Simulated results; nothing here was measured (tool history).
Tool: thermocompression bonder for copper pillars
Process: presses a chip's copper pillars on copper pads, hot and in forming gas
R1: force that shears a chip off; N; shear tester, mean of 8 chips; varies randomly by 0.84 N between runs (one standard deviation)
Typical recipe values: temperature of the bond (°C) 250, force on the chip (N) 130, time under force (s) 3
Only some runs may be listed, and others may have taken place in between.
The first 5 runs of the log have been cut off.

{"run": 6, "hour": 95.1, "temperature of the bond (°C)": 234, "force on the chip (N)": 130, "time under force (s)": 3, "R1": 52.7}
{"run": 7, "hour": 113.8, "temperature of the bond (°C)": 234, "force on the chip (N)": 130, "time under force (s)": 6, "R1": 65.6}
{"hour": 139.9, "done": "forming gas filter changed"}
{"run": 8, "hour": 141.6, "temperature of the bond (°C)": 234, "force on the chip (N)": 130, "time under force (s)": 6, "R1": 66.1}
{"run": 9, "hour": 161.3, "temperature of the bond (°C)": 250, "force on the chip (N)": 130, "time under force (s)": 3, "R1": 67.8}
{"run": 10, "hour": 177.7, "temperature of the bond (°C)": 250, "force on the chip (N)": 103, "time under force (s)": 3, "R1": 57.1}
{"run": 11, "hour": 200.7, "temperature of the bond (°C)": 250, "force on the chip (N)": 103, "time under force (s)": 3, "R1": 56.9}
{"run": 12, "hour": 220.0, "temperature of the bond (°C)": 244, "force on the chip (N)": 103, "time under force (s)": 3, "R1": 52.6}
{"run": 13, "hour": 234.3, "temperature of the bond (°C)": 250, "force on the chip (N)": 130, "time under force (s)": 3, "R1": 66.8}
{"run": 14, "hour": 253.8, "temperature of the bond (°C)": 250, "force on the chip (N)": 130, "time under force (s)": 3, "R1": 67}
{"run": 15, "hour": 274.6, "temperature of the bond (°C)": 250, "force on the chip (N)": 130, "time under force (s)": 3, "R1": 68.3}
{"run": 16, "hour": 286.1, "temperature of the bond (°C)": 250, "force on the chip (N)": 130, "time under force (s)": 3, "R1": 67}
{"run": 17, "hour": 306.7, "temperature of the bond (°C)": 250, "force on the chip (N)": 130, "time under force (s)": 3, "R1": 67.5}
{"run": 18, "hour": 325.1, "temperature of the bond (°C)": 250, "force on the chip (N)": 130, "time under force (s)": 3, "R1": 68.4}
{"run": 19, "hour": 346.2, "temperature of the bond (°C)": 250, "force on the chip (N)": 130, "time under force (s)": 3, "R1": 67.1}
{"run": 20, "hour": 363.4, "temperature of the bond (°C)": 223, "force on the chip (N)": 130, "time under force (s)": 3, "R1": 43.3}
{"run": 21, "hour": 379.3, "temperature of the bond (°C)": 227, "force on the chip (N)": 130, "time under force (s)": 3, "R1": 45.1}
{"run": 22, "hour": 392.9, "temperature of the bond (°C)": 227, "force on the chip (N)": 160, "time under force (s)": 3, "R1": 55.7}
{"run": 23, "hour": 418.4, "temperature of the bond (°C)": 247, "force on the chip (N)": 87, "time under force (s)": 6, "R1": 61.8}

Estimate the outcome of run 24 from the log above:
{"run": 24, "hour": 442.0, "temperature of the bond (°C)": 255, "force on the chip (N)": 80, "time under force (s)": 3, "R1": "?"}

R1: 51.2 N
Take away the tool's hidden state, keep the run-to-run variation as it was, and the same run would have given R1 51.3 N.
